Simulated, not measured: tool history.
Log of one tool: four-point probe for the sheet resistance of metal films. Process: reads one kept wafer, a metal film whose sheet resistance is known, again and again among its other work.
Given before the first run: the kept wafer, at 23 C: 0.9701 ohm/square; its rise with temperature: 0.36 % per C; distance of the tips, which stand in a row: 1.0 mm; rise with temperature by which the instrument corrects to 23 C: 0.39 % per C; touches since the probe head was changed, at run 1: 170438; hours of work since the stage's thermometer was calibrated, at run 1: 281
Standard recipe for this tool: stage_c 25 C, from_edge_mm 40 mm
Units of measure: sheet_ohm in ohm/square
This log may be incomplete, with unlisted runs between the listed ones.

| run | hour | stage_c | from_edge_mm | touches since the probe head was changed | hours of work since the stage's thermometer was calibrated | sheet_ohm |
|---|---|---|---|---|---|---|
| 1 | 0.0 | 25 | 40 | 170438 | 281 | 0.984430 |
| 2 | 110.1 | 29 | 40 | 174213 | 360 | 0.983233 |
| 3 | 187.5 | 25 | 10 | 176866 | 416 | 0.989378 |
| 4 | 277.9 | 24 | 40 | 179966 | 480 | 0.984968 |
| 5 | 397.8 | 24 | 40 | 184079 | 566 | 0.985652 |
| 6 | 458.1 | 22 | 40 | 186145 | 610 | 0.985614 |
| 7 | 547.9 | 25 | 11 | 189226 | 674 | 0.989082 |
| 8 | 631.8 | 25 | 11 | 192103 | 734 | 0.988939 |

Forecast run 9:
| 9 | 689.8 | 31 | 11 | 194091 | 776 | ? |

Run 9 gave sheet_ohm 0.987744 ohm/square.
Take away the tool's hidden state, keep the run-to-run variation as it was, and the same run would have given sheet_ohm 0.972247 ohm/square.

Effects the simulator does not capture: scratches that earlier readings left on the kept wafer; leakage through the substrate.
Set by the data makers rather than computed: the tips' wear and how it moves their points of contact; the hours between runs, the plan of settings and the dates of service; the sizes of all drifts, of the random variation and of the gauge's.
